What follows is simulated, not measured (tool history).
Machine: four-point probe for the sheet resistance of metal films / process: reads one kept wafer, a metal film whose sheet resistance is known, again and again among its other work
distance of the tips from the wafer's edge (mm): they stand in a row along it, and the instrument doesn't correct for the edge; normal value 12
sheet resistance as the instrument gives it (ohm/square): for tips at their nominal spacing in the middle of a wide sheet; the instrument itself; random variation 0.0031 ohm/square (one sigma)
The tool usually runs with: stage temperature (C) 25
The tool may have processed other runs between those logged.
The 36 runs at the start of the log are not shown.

run     day  stage temperature (C)  distance of the tips from the wafer's edge (mm)  touches since the probe head was changed  hours of work since the stage's thermometer was calibrated  sheet resistance as the instrument gives it (ohm/square)
 37  60.562                     18                                               12                                     80679                                                        2101                                                 15.761473
 38  62.062                     19                                               16                                     81536                                                        2120                                                 15.745766
 39   64.05                     19                                               16                                     82668                                                        2144                                                 15.746231
 40    65.9                     20                                               39                                     83723                                                        2166                                                 15.733124
 41  67.325                     31                                               27                                     84536                                                        2184                                                 15.700592
 42  69.525                     28                                               17                                     85789                                                        2210                                                 15.720236
 43  71.671                     28                                               17                                     87014                                                        2237                                                  15.71958
 44  72.833                     28                                               17                                     87676                                                        2251                                                 15.720646

Here are 3 independent what-if runs from the current tool condition. What would each one return?
     73.754  -- stage's thermometer calibrated
  A  74.179                     32                                                3                                     88430                                                           5                                                         ?
     73.754  -- stage's thermometer calibrated
  B  74.179                     23                                               29                                     88430                                                           5                                                         ?
     73.754  -- stage's thermometer calibrated
  C  74.179                     31                                                3                                     88430                                                           5                                                         ?

run  sheet resistance as the instrument gives it (ohm/square)
  A                                                 16.103303
  B                                                 15.768639
  C                                                 16.108394
The same runs, with their run-to-run variation unchanged, on a tool lacking any hidden condition would have given:
run  sheet resistance as the instrument gives it (ohm/square)
  A                                                 15.911955
  B                                                 15.580927
  C                                                 15.916986

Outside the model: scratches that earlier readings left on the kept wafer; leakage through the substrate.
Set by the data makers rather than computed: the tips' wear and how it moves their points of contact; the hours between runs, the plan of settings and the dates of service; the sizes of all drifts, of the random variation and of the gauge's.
